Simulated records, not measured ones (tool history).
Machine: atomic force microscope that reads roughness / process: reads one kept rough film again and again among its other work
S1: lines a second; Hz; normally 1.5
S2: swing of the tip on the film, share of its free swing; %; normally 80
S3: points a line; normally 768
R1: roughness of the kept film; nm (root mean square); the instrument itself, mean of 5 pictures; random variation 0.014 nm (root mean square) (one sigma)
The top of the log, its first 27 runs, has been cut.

{"run": 28, "hour": 403.3, "S1": 1.45, "S2": 80, "S3": 274, "R1": 2.985}
{"run": 29, "hour": 419.1, "S1": 1.45, "S2": 87, "S3": 274, "R1": 2.908}
{"run": 30, "hour": 437.1, "S1": 0.9, "S2": 61, "S3": 772, "R1": 3.169}
{"hour": 448.2, "done": "new tip fitted"}
{"run": 31, "hour": 449.3, "S1": 0.9, "S2": 61, "S3": 772, "R1": 3.391}
{"run": 32, "hour": 459.0, "S1": 3.04, "S2": 80, "S3": 1015, "R1": 2.949}
{"run": 33, "hour": 477.3, "S1": 3.04, "S2": 80, "S3": 1015, "R1": 2.953}
{"run": 34, "hour": 486.7, "S1": 0.9, "S2": 80, "S3": 934, "R1": 3.262}
{"run": 35, "hour": 503.8, "S1": 2.27, "S2": 73, "S3": 997, "R1": 3.141}
{"run": 36, "hour": 520.1, "S1": 1.76, "S2": 80, "S3": 952, "R1": 3.114}
{"run": 37, "hour": 531.7, "S1": 1.76, "S2": 80, "S3": 952, "R1": 3.086}
{"run": 38, "hour": 545.4, "S1": 3.71, "S2": 80, "S3": 615, "R1": 2.822}
{"run": 39, "hour": 563.1, "S1": 1.5, "S2": 75, "S3": 745, "R1": 3.175}
{"run": 40, "hour": 581.6, "S1": 1.5, "S2": 75, "S3": 537, "R1": 3.163}
{"run": 41, "hour": 591.1, "S1": 1.5, "S2": 90, "S3": 537, "R1": 2.961}
{"run": 42, "hour": 604.0, "S1": 1.59, "S2": 56, "S3": 381, "R1": 3.238}
{"run": 43, "hour": 620.7, "S1": 1.39, "S2": 78, "S3": 768, "R1": 3.139}
{"run": 44, "hour": 631.8, "S1": 3.41, "S2": 59, "S3": 344, "R1": 3.146}
{"run": 45, "hour": 650.2, "S1": 3.41, "S2": 59, "S3": 344, "R1": 3.127}

Below are 5 alternative next runs, each starting from the tool's condition after run 45. Predict each:
{"run": "A", "hour": 662.5, "S1": 0.55, "S2": 80, "S3": 768, "R1": "?"}
{"run": "B", "hour": 662.5, "S1": 3.15, "S2": 59, "S3": 344, "R1": "?"}
{"run": "C", "hour": 662.5, "S1": 2.66, "S2": 59, "S3": 344, "R1": "?"}
{"run": "D", "hour": 662.5, "S1": 1.71, "S2": 59, "S3": 839, "R1": "?"}
{"run": "E", "hour": 662.5, "S1": 3.41, "S2": 59, "S3": 527, "R1": "?"}

run=A R1=3.191
run=B R1=3.134
run=C R1=3.179
run=D R1=3.22
run=E R1=3.125
The same runs, with their run-to-run variation unchanged, on a tool lacking any hidden condition would have given:
run=A R1=3.378
run=B R1=3.317
run=C R1=3.365
run=D R1=3.409
run=E R1=3.308

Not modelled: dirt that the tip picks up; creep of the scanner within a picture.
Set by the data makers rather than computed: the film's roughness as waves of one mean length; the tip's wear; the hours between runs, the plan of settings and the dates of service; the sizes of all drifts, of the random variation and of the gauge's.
